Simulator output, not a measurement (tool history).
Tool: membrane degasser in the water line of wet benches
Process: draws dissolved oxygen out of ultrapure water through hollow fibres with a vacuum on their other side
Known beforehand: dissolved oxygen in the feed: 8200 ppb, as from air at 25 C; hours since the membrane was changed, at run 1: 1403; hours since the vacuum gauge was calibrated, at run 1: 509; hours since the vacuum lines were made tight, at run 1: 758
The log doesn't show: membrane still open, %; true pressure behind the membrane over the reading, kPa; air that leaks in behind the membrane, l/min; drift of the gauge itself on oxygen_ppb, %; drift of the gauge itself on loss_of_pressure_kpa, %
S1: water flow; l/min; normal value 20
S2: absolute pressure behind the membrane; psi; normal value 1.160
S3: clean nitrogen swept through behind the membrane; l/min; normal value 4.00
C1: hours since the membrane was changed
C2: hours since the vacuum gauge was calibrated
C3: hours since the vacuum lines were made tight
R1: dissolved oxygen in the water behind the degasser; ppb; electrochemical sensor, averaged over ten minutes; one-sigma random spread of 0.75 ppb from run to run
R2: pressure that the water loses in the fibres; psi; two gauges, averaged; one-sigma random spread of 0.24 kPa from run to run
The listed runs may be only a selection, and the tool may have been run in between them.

run    hour  S1     S2     S3    C1    C2    C3     R1      R2
  1     0.0  20  1.160   4.00  1403   509   758   68.2   8.956
  2    36.9  20  1.160   4.00  1440   546   795   69.1   9.002
  3    88.9  20  1.160   4.00  1492   598   847   69.2   9.063
  4   132.0  19  1.160   4.00  1535   641   890   64.6   8.563
  5   168.2  19  1.160   4.00  1571   677   926   64.1   8.525
  6   192.9  20  1.160   4.00  1596   702   951   70.2   8.962
  7   222.6  30  1.160   4.00  1626   732   981  160.0  13.536
  8   250.2  30  1.160   3.92  1653   759  1008  165.5  13.507
  9   282.3  20  1.160   4.00  1685   791  1040   69.6   9.029
 10   313.8  20  1.160   2.20  1717   823  1072  114.4   9.010
 11   347.0  20  1.160   2.20  1750   856  1105  115.5   8.989
 12   396.3  20  1.160  10.21  1799   905  1154   34.4   9.024
 13   428.6  20  1.156   4.00  1832   938  1187   69.8   9.018
 14   471.4  20  1.156   4.00  1874   980  1229   69.0   8.992
 15   514.2  20  1.156   4.00  1917  1023  1272   68.6   9.029
 16   560.1  20  1.156   4.00  1963  1069  1318   70.0   9.053
 17   609.8  20  1.156   4.00  2013  1119  1368   70.1   9.055
 18   645.4  20  1.156   4.00  2048  1154  1403   67.7   9.055
 19   686.9  20  1.156   4.00  2090  1196  1445   69.0   9.062
      689.8  -- vacuum gauge calibrated
 20   731.3  18  1.242   4.00  2134    41  1489   65.1   8.141
 21   759.0  13  1.669   6.74  2162    69  1516   39.3   5.916
 22   790.5  20  2.557   5.75  2193   101  1548  135.4   8.981
 23   834.5  22  2.647   2.13  2237   145  1592  377.0   9.902
 24   860.9  27  2.290  11.10  2263   171  1618  125.7  12.260
      867.8  -- vacuum gauge calibrated, once more
 25   903.1  26  0.999   4.95  2305    35  1660   91.0  11.697
 26   941.4  12  1.160   4.00  2343    74  1698   36.9   5.395
 27   984.9  12  1.160   4.00  2387   117  1742   36.4   5.437
 28  1032.0  12  1.160   4.00  2434   164  1789   35.7   5.485
 29  1070.7  12  1.160   4.00  2473   203  1828   37.5   5.419
 30  1101.3  20  1.072   7.19  2503   233  1858   41.5   9.037
 31  1144.4  13  1.082  11.59  2546   277  1901   13.3   5.861

Below are 5 alternative next runs, each starting from the tool's condition after run 31. Predict each:
  A  1193.6  20  1.160  3.18  2596  326  1951   ?   ?
  B  1193.6  13  1.250  4.90  2596  326  1951   ?   ?
  C  1193.6  12  1.272  1.65  2596  326  1951   ?   ?
  D  1193.6  18  1.160  2.12  2596  326  1951   ?   ?
  E  1193.6  26  1.044  7.90  2596  326  1951   ?   ?

run     R1      R2
  A   86.6   9.094
  B   37.2   5.878
  C   98.3   5.417
  D  104.3   8.161
  E   75.1  11.874
The same runs, with their run-to-run variation unchanged, on a tool lacking any hidden condition would have given:
run     R1      R2
  A   84.3   8.927
  B   36.5   5.770
  C   96.8   5.319
  D  102.2   8.012
  E   70.7  11.658
